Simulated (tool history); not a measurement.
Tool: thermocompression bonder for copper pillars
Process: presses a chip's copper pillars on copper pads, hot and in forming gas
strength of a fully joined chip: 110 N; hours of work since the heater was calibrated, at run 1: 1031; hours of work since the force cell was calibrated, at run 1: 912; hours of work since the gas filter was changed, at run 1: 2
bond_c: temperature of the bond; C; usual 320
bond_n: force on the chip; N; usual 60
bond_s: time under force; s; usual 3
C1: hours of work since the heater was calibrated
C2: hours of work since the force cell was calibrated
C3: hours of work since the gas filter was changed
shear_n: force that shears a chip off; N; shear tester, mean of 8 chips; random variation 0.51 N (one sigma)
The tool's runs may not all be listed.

Run 1, hour 0: usual settings; C1 1031; C2 912; C3 2. Result: shear_n 62.8 N.
Run 2, hour 25.5: usual settings; C1 1050; C2 931; C3 20. Result: shear_n 62.7 N.
Run 3, hour 53.9: usual settings; C1 1070; C2 951; C3 41. Result: shear_n 62 N.
Run 4, hour 97.6: usual settings but bond_s 2 s; C1 1102; C2 983; C3 73. Result: shear_n 54.4 N.
Run 5, hour 141: usual settings but bond_s 4 s; C1 1133; C2 1015; C3 104. Result: shear_n 66.8 N.
Run 6, hour 193.7: usual settings; C1 1171; C2 1053; C3 142. Result: shear_n 59.9 N.
Run 7, hour 243.9: usual settings but bond_s 7 s; C1 1208; C2 1089; C3 179. Result: shear_n 75.6 N.
Run 8, hour 304.2: usual settings but bond_s 7 s; C1 1251; C2 1133; C3 222. Result: shear_n 76 N.
Run 9, hour 352.8: usual settings but bond_s 9 s; C1 1287; C2 1168; C3 257. Result: shear_n 77.8 N.
Run 10, hour 397.2: usual settings but bond_n 38 N, bond_s 9 s; C1 1319; C2 1200; C3 289. Result: shear_n 60.7 N.
Run 11, hour 452.5: usual settings; C1 1359; C2 1240; C3 329. Result: shear_n 57.4 N.
Run 12, hour 497.4: usual settings; C1 1391; C2 1272; C3 362. Result: shear_n 57.2 N.
Run 13, hour 529.1: usual settings; C1 1414; C2 1295; C3 385. Result: shear_n 56 N.
Run 14, hour 564.6: usual settings but bond_n 55 N; C1 1440; C2 1321; C3 411. Result: shear_n 52.9 N.
At hour 596.6: forming gas filter changed.
Run 15, hour 619.9: usual settings but bond_n 55 N; C1 1480; C2 1361; C3 17. Result: shear_n 58.6 N.
Run 16, hour 665.8: usual settings; C1 1513; C2 1394; C3 50. Result: shear_n 61.5 N.
Run 17, hour 691.4: usual settings; C1 1531; C2 1413; C3 69. Result: shear_n 60.7 N.
Run 18, hour 751.2: usual settings; C1 1575; C2 1456; C3 112. Result: shear_n 60.6 N.
Run 19, hour 803.5: usual settings; C1 1612; C2 1494; C3 150. Result: shear_n 59.5 N.
Run 20, hour 860.9: usual settings; C1 1654; C2 1535; C3 191. Result: shear_n 58.4 N.
Run 21, hour 904.6: usual settings but bond_n 63 N; C1 1686; C2 1567; C3 223. Result: shear_n 59.3 N.
Run 22, hour 951.4: usual settings but bond_n 63 N; C1 1720; C2 1601; C3 257. Result: shear_n 59.2 N.
At hour 964.6: heater calibrated with a thermocouple chip.
Run 23, hour 979.5: usual settings but bond_c 331 C, bond_n 51 N; C1 11; C2 1620; C3 276. Result: shear_n 59.1 N.
Run 24, hour 1023.3: usual settings but bond_c 293 C, bond_n 48 N; C1 43; C2 1651; C3 307. Result: shear_n 39.3 N.
Run 25, hour 1053.8: usual settings but bond_c 346 C, bond_n 86 N, bond_s 9 s; C1 65; C2 1673; C3 329. Result: shear_n 94.7 N.
Run 26, hour 1093: usual settings but bond_c 330 C, bond_n 82 N; C1 93; C2 1702; C3 358. Result: shear_n 73.8 N.
Run 27, hour 1137: usual settings but bond_c 330 C, bond_n 82 N; C1 125; C2 1734; C3 390. Result: shear_n 73.8 N.
Run 28, hour 1190.7: usual settings but bond_c 315 C, bond_n 36 N, bond_s 2 s; C1 164; C2 1773; C3 429. Result: shear_n 32.5 N.
At hour 1199: forming gas filter changed.
Run 29, hour 1226.2: usual settings but bond_c 315 C, bond_n 36 N, bond_s 2 s; C1 189; C2 1798; C3 20. Result: shear_n 37.4 N.
Run 30, hour 1254.1: usual settings but bond_c 349 C, bond_n 79 N, bond_s 2 s; C1 209; C2 1818; C3 40. Result: shear_n 80.4 N.
At hour 1287.6: force cell calibrated.
Run 31, hour 1287.6: usual settings but bond_c 317 C, bond_n 84 N, bond_s 5 s; C1 232; C2 0; C3 63. Result: shear_n 85.2 N.
Run 32, hour 1317.7: usual settings but bond_c 337 C, bond_n 80 N, bond_s 2 s; C1 254; C2 22; C3 85. Result: shear_n 75.3 N.
Run 33, hour 1359.5: usual settings but bond_c 312 C; C1 284; C2 52; C3 115. Result: shear_n 60.8 N.
Run 34, hour 1402.3: usual settings but bond_c 328 C, bond_n 79 N, bond_s 8 s; C1 315; C2 83; C3 146. Result: shear_n 92.2 N.
Run 35, hour 1445.2: usual settings but bond_c 328 C, bond_n 79 N, bond_s 8 s; C1 346; C2 114; C3 177. Result: shear_n 91.5 N.
Run 36, hour 1491.3: usual settings but bond_c 328 C, bond_n 79 N, bond_s 8 s; C1 380; C2 147; C3 210. Result: shear_n 92.3 N.
Run 37, hour 1523.2: usual settings but bond_c 328 C, bond_n 79 N, bond_s 8 s; C1 403; C2 171; C3 234. Result: shear_n 90 N.
Run 38, hour 1583.5: usual settings but bond_c 291 C, bond_n 52 N, bond_s 8 s; C1 447; C2 214; C3 277. Result: shear_n 58.9 N.
Run 39, hour 1633.1: usual settings but bond_c 291 C, bond_n 52 N, bond_s 8 s; C1 482; C2 250; C3 313. Result: shear_n 58.8 N.

Hidden state or all else? Some run-to-run changes of shear_n, split into what the settings, what came in and random variation would give without the hidden state, and what is left for the hidden state (with any gauge scatter that isn't in both results):
The hidden state here: true temperature of the bond over the reading, C; force that reaches the chip, % of what is set; oxide that the forming gas leaves, % of the face; drift of the gauge itself on shear_n, %.
Run 14 -> 15: forming gas filter changed. shear_n +5.7 N: hidden state +6.2, all else -0.5.
Run 24 -> 25: bond_c 293 -> 346, bond_n 48 -> 86, bond_s 3 -> 9. shear_n +55.4 N: hidden state -5.5, all else +60.9.
Run 27 -> 28: bond_c 330 -> 315, bond_n 82 -> 36, bond_s 3 -> 2. shear_n -41.3 N: hidden state +4.7, all else -46.
Run 29 -> 30: bond_c 315 -> 349, bond_n 36 -> 79. shear_n +43 N: hidden state -1.1, all else +44.1.

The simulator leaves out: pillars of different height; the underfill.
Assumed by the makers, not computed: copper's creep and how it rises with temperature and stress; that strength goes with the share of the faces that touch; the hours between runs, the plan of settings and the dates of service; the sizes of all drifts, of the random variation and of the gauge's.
